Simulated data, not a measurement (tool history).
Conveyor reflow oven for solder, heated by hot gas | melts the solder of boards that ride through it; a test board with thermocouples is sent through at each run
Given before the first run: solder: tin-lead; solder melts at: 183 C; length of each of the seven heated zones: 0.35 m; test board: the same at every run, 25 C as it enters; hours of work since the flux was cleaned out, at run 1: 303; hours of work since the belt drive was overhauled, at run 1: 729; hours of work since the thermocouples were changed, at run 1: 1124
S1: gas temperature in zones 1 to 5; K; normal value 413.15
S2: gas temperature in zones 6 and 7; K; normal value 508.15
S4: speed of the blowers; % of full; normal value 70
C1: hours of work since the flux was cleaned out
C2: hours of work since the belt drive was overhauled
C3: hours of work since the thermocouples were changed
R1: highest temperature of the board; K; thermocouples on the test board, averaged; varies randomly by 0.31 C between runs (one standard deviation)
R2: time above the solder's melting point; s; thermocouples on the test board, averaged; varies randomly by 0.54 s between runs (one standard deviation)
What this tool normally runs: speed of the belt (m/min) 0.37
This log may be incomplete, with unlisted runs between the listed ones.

Run 1, hour 0: usual settings; C1 303; C2 729; C3 1124. Result: R1 491.85 K, R2 86.4 s.
Run 2, hour 32.9: usual settings; C1 319; C2 745; C3 1141. Result: R1 491.55 K, R2 87.6 s.
Run 3, hour 74.2: usual settings but speed of the belt (m/min) 0.311; C1 340; C2 766; C3 1161. Result: R1 497.45 K, R2 112.7 s.
Run 4, hour 106.6: usual settings but speed of the belt (m/min) 0.311; C1 356; C2 782; C3 1177. Result: R1 497.05 K, R2 111.1 s.
At hour 120.7: flux residue cleaned out of gas plates and filters.
Run 5, hour 177.1: usual settings but speed of the belt (m/min) 0.311; C1 28; C2 814; C3 1209. Result: R1 498.65 K, R2 114.1 s.
Run 6, hour 215.2: usual settings but S1 423.15 K, S2 505.15 K, speed of the belt (m/min) 0.434, S4 89 % of full; C1 47; C2 833; C3 1228. Result: R1 490.95 K, R2 79.7 s.
At hour 225.1: belt drive overhauled, speed set with a stopwatch.
Run 7, hour 256.8: usual settings but S2 518.15 K, S4 57 % of full; C1 65; C2 16; C3 1247. Result: R1 497.75 K, R2 95.3 s.
Run 8, hour 313.3: usual settings but S2 518.15 K, S4 57 % of full; C1 93; C2 44; C3 1275. Result: R1 498.25 K, R2 95.1 s.
Run 9, hour 341.2: usual settings but S2 518.15 K, S4 57 % of full; C1 107; C2 57; C3 1289. Result: R1 497.55 K, R2 96 s.
Run 10, hour 386.7: usual settings but S2 521.15 K, speed of the belt (m/min) 0.423; C1 130; C2 80; C3 1311. Result: R1 498.85 K, R2 83.4 s.

Branching from run 10: 3 alternative next runs. What would each branch give?
Run A, hour 417.2: usual settings but S1 428.15 K, S2 521.15 K, speed of the belt (m/min) 0.423; C1 145; C2 95; C3 1326. Result: R1 ?, R2 ?.
Run B, hour 417.2: usual settings but S1 417.15 K, speed of the belt (m/min) 0.354, S4 74 % of full; C1 145; C2 95; C3 1326. Result: R1 ?, R2 ?.
Run C, hour 417.2: usual settings but S2 507.15 K; C1 145; C2 95; C3 1326. Result: R1 ?, R2 ?.

run      R1    R2
  A  501.85  94.4
  B  495.55   100
  C  492.05  87.8
With no hidden state in the tool, these same runs would have given:
run      R1    R2
  A  498.25  89.5
  B  491.75    94
  C  488.35  81.7
